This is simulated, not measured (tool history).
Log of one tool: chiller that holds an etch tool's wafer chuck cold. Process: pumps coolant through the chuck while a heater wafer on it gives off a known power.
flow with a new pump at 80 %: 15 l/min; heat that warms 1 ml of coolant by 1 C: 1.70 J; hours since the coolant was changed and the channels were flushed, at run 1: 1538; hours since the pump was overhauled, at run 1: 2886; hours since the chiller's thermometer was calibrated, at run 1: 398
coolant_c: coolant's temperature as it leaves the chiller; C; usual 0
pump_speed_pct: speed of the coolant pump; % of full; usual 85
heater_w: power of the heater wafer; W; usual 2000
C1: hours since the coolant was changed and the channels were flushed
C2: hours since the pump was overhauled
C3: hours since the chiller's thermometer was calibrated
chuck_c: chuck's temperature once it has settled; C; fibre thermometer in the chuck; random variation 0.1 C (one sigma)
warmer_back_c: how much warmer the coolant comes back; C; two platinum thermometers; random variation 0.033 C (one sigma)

Run 1, hour 0.0: usual settings; C1 1538; C2 2886; C3 398. Result: chuck_c 17.1 C, warmer_back_c 4.76 C.
Run 2, hour 60.9: usual settings; C1 1599; C2 2947; C3 459. Result: chuck_c 17.3 C, warmer_back_c 4.66 C.
Run 3, hour 155.6: usual settings but coolant_c -2 C; C1 1694; C2 3042; C3 554. Result: chuck_c 15.2 C, warmer_back_c 4.74 C.
Run 4, hour 212.4: usual settings but coolant_c -2 C; C1 1751; C2 3099; C3 611. Result: chuck_c 15.3 C, warmer_back_c 4.66 C.
Run 5, hour 261.3: usual settings; C1 1799; C2 3147; C3 659. Result: chuck_c 17.5 C, warmer_back_c 4.71 C.
Run 6, hour 360.6: usual settings; C1 1899; C2 3247; C3 759. Result: chuck_c 17.6 C, warmer_back_c 4.71 C.
Run 7, hour 465.6: usual settings; C1 2004; C2 3352; C3 864. Result: chuck_c 17.5 C, warmer_back_c 4.70 C.
Run 8, hour 532.9: usual settings; C1 2071; C2 3419; C3 931. Result: chuck_c 17.7 C, warmer_back_c 4.71 C.
Run 9, hour 589.1: usual settings; C1 2127; C2 3475; C3 987. Result: chuck_c 17.7 C, warmer_back_c 4.78 C.
Run 10, hour 688.2: usual settings but pump_speed_pct 67 % of full; C1 2226; C2 3574; C3 1086. Result: chuck_c 21.7 C, warmer_back_c 6.00 C.
Run 11, hour 773.3: usual settings but pump_speed_pct 67 % of full; C1 2311; C2 3659; C3 1172. Result: chuck_c 21.8 C, warmer_back_c 5.99 C.
Run 12, hour 868.4: usual settings but pump_speed_pct 67 % of full; C1 2407; C2 3755; C3 1267. Result: chuck_c 21.9 C, warmer_back_c 6.07 C.
Run 13, hour 947.1: usual settings but pump_speed_pct 67 % of full; C1 2485; C2 3833; C3 1345. Result: chuck_c 22.2 C, warmer_back_c 6.09 C.
Run 14, hour 1040.6: usual settings but pump_speed_pct 67 % of full; C1 2579; C2 3927; C3 1439. Result: chuck_c 22.2 C, warmer_back_c 6.04 C.
Run 15, hour 1119.2: usual settings; C1 2657; C2 4005; C3 1517. Result: chuck_c 18.3 C, warmer_back_c 4.83 C.
Run 16, hour 1206.8: usual settings; C1 2745; C2 4093; C3 1605. Result: chuck_c 18.3 C, warmer_back_c 4.79 C.
Run 17, hour 1274.0: usual settings; C1 2812; C2 4160; C3 1672. Result: chuck_c 18.4 C, warmer_back_c 4.81 C.
At hour 1287.9: coolant pump overhauled.
Run 18, hour 1351.9: usual settings but coolant_c -5 C, pump_speed_pct 86 % of full, heater_w 1584 W; C1 2885; C2 64; C3 1745. Result: chuck_c 9.9 C, warmer_back_c 3.87 C.
Run 19, hour 1459.7: usual settings but coolant_c -5 C, pump_speed_pct 86 % of full, heater_w 1584 W; C1 2993; C2 172; C3 1853. Result: chuck_c 9.8 C, warmer_back_c 3.79 C.
Run 20, hour 1510.7: usual settings but coolant_c -5 C, pump_speed_pct 86 % of full, heater_w 1584 W; C1 3044; C2 223; C3 1904. Result: chuck_c 10.0 C, warmer_back_c 3.85 C.
Run 21, hour 1575.4: usual settings but coolant_c -4 C, pump_speed_pct 99 % of full, heater_w 2521 W; C1 3109; C2 288; C3 1969. Result: chuck_c 16.9 C, warmer_back_c 5.38 C.
At hour 1614.2: coolant pump overhauled, once more.
Run 22, hour 1652.8: usual settings but coolant_c 8 C, pump_speed_pct 80 % of full, heater_w 1982 W; C1 3181; C2 39; C3 2041. Result: chuck_c 26.2 C, warmer_back_c 4.66 C.
Run 23, hour 1715.6: usual settings but pump_speed_pct 63 % of full; C1 3244; C2 101; C3 2104. Result: chuck_c 22.5 C, warmer_back_c 5.98 C.
Run 24, hour 1795.7: usual settings but coolant_c 1 C, pump_speed_pct 60 % of full, heater_w 2860 W; C1 3324; C2 181; C3 2184. Result: chuck_c 34.2 C, warmer_back_c 9.04 C.
Run 25, hour 1894.3: usual settings but coolant_c 1 C, pump_speed_pct 60 % of full, heater_w 2860 W; C1 3422; C2 280; C3 2282. Result: chuck_c 34.7 C, warmer_back_c 9.04 C.
Run 26, hour 1952.9: usual settings but coolant_c 1 C, pump_speed_pct 64 % of full; C1 3481; C2 339; C3 2341. Result: chuck_c 23.5 C, warmer_back_c 5.96 C.
Run 27, hour 2020.9: usual settings but coolant_c 1 C, pump_speed_pct 64 % of full; C1 3549; C2 407; C3 2409. Result: chuck_c 23.7 C, warmer_back_c 5.89 C.
Run 28, hour 2122.6: usual settings but coolant_c 1 C, pump_speed_pct 64 % of full; C1 3651; C2 508; C3 2511. Result: chuck_c 23.7 C, warmer_back_c 5.93 C.
Run 29, hour 2177.4: usual settings but coolant_c 1 C, pump_speed_pct 64 % of full; C1 3705; C2 563; C3 2566. Result: chuck_c 23.8 C, warmer_back_c 5.99 C.
Run 30, hour 2222.5: usual settings but pump_speed_pct 78 % of full, heater_w 2932 W; C1 3751; C2 608; C3 2611. Result: chuck_c 28.1 C, warmer_back_c 7.21 C.
Run 31, hour 2316.8: usual settings but pump_speed_pct 78 % of full, heater_w 2932 W; C1 3845; C2 703; C3 2705. Result: chuck_c 28.4 C, warmer_back_c 7.24 C.
Run 32, hour 2390.6: usual settings but pump_speed_pct 78 % of full, heater_w 2932 W; C1 3919; C2 776; C3 2779. Result: chuck_c 28.5 C, warmer_back_c 7.17 C.
Run 33, hour 2462.1: usual settings but pump_speed_pct 94 % of full, heater_w 2106 W; C1 3990; C2 848; C3 2850. Result: chuck_c 17.6 C, warmer_back_c 4.27 C.

Some steps in chuck_c between neighbouring runs. How much of each would the tool show without its hidden state too (settings, what came in, random variation), and how much is left for the hidden state, with any gauge scatter that isn't in both results?
The hidden state here: heat passed by the chuck's channels, % of clean ones'; flow at a given pump speed, % of a new pump's; coolant's true temperature over the reading, C; drift of the gauge itself on chuck_c, C; drift of the gauge itself on warmer_back_c, C.
Run 20 -> 21: coolant_c -5 -> -4, pump_speed_pct 86 -> 99, heater_w 1584 -> 2521. chuck_c +6.9 C: hidden state +1.2, all else +5.7.
Run 21 -> 22: coolant_c -4 -> 8, pump_speed_pct 99 -> 80, heater_w 2521 -> 1982, coolant pump overhauled, once more. chuck_c +9.3 C: hidden state -1.8, all else +11.1.
Run 23 -> 24: coolant_c 0 -> 1, pump_speed_pct 63 -> 60, heater_w 2000 -> 2860. chuck_c +11.7 C: hidden state +1.1, all else +10.6.
Run 25 -> 26: pump_speed_pct 60 -> 64, heater_w 2860 -> 2000. chuck_c -11.2 C: hidden state -1.0, all else -10.2.
Run 32 -> 33: pump_speed_pct 78 -> 94, heater_w 2932 -> 2106. chuck_c -10.9 C: hidden state -1.3, all else -9.6.
